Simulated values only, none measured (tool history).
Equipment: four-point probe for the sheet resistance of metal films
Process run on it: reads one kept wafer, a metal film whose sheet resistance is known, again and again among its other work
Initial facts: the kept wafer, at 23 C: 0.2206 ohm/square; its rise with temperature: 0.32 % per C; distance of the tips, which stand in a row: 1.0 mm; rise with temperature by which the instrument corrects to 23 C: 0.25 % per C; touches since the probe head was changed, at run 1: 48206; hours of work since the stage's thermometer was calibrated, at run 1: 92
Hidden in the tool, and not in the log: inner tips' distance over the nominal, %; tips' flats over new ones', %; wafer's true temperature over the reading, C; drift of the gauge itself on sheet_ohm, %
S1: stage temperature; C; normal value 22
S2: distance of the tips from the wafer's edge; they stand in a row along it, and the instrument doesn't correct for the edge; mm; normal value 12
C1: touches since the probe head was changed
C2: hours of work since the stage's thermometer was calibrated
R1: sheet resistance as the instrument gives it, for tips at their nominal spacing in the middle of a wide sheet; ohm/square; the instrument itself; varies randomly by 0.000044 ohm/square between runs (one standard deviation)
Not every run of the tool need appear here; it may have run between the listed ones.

run 1 day=0 | S1=22 S2=12 | C1=48206 C2=92 | R1=0.219388
run 2 day=1.425 | S1=30 S2=12 | C1=49204 C2=112 | R1=0.220546
run 3 day=2.3 | S1=30 S2=12 | C1=49820 C2=125 | R1=0.220548
run 4 day=3.617 | S1=22 S2=28 | C1=50743 C2=144 | R1=0.218759
run 5 day=5.208 | S1=23 S2=28 | C1=51860 C2=167 | R1=0.218817
run 6 day=6.533 | S1=31 S2=12 | C1=52791 C2=186 | R1=0.220579
run 7 day=8.283 | S1=31 S2=12 | C1=54020 C2=212 | R1=0.220494
run 8 day=9.238 | S1=31 S2=12 | C1=54690 C2=226 | R1=0.220535
run 9 day=10.758 | S1=31 S2=12 | C1=55756 C2=247 | R1=0.220502
-- day=10.938 stage's thermometer calibrated
run 10 day=11.75 | S1=30 S2=12 | C1=56437 C2=12 | R1=0.220331
run 11 day=12.754 | S1=22 S2=4 | C1=57142 C2=26 | R1=0.225473
run 12 day=14.079 | S1=22 S2=4 | C1=58073 C2=45 | R1=0.225355
run 13 day=15.138 | S1=22 S2=4 | C1=58816 C2=61 | R1=0.225479
run 14 day=16.767 | S1=22 S2=4 | C1=59958 C2=84 | R1=0.225374
run 15 day=18.604 | S1=22 S2=4 | C1=61248 C2=111 | R1=0.225395
run 16 day=19.771 | S1=18 S2=12 | C1=62067 C2=128 | R1=0.218405
run 17 day=21.583 | S1=22 S2=69 | C1=63339 C2=154 | R1=0.218206
-- day=21.896 stage's thermometer calibrated, once more
run 18 day=23.046 | S1=21 S2=8 | C1=64351 C2=17 | R1=0.219889
run 19 day=24.954 | S1=21 S2=8 | C1=65690 C2=44 | R1=0.219818
run 20 day=27.058 | S1=19 S2=48 | C1=67168 C2=75 | R1=0.217672
run 21 day=28.004 | S1=19 S2=13 | C1=67831 C2=88 | R1=0.218322
run 22 day=29.55 | S1=29 S2=12 | C1=68917 C2=111 | R1=0.219791
run 23 day=30.446 | S1=26 S2=22 | C1=69546 C2=124 | R1=0.218741
run 24 day=32.262 | S1=22 S2=37 | C1=70821 C2=150 | R1=0.218029
run 25 day=34.212 | S1=19 S2=6 | C1=72191 C2=178 | R1=0.220722
run 26 day=36.208 | S1=19 S2=6 | C1=73590 C2=207 | R1=0.220702
run 27 day=38.162 | S1=19 S2=6 | C1=74961 C2=235 | R1=0.220673
run 28 day=39.55 | S1=34 S2=18 | C1=75935 C2=256 | R1=0.219835
-- day=41.258 new probe head fitted
run 29 day=41.258 | S1=18 S2=9 | C1=0 C2=280 | R1=0.222351
run 30 day=42.625 | S1=29 S2=30 | C1=959 C2=299 | R1=0.22251
run 31 day=43.829 | S1=29 S2=30 | C1=1804 C2=317 | R1=0.222465

Below are 4 alternative next runs, each starting from the tool's condition after run 31. Predict each:
run A day=45.508 | S1=25 S2=35 | C1=2983 C2=341 | R1=?
run B day=45.508 | S1=18 S2=50 | C1=2983 C2=341 | R1=?
run C day=45.508 | S1=29 S2=4 | C1=2983 C2=341 | R1=?
run D day=45.508 | S1=29 S2=32 | C1=2983 C2=341 | R1=?

run=A R1=0.221824
run=B R1=0.220843
run=C R1=0.229542
run=D R1=0.2225
Had the tool no hidden state, the same runs would have come out as:
run=A R1=0.220952
run=B R1=0.219976
run=C R1=0.22864
run=D R1=0.221623
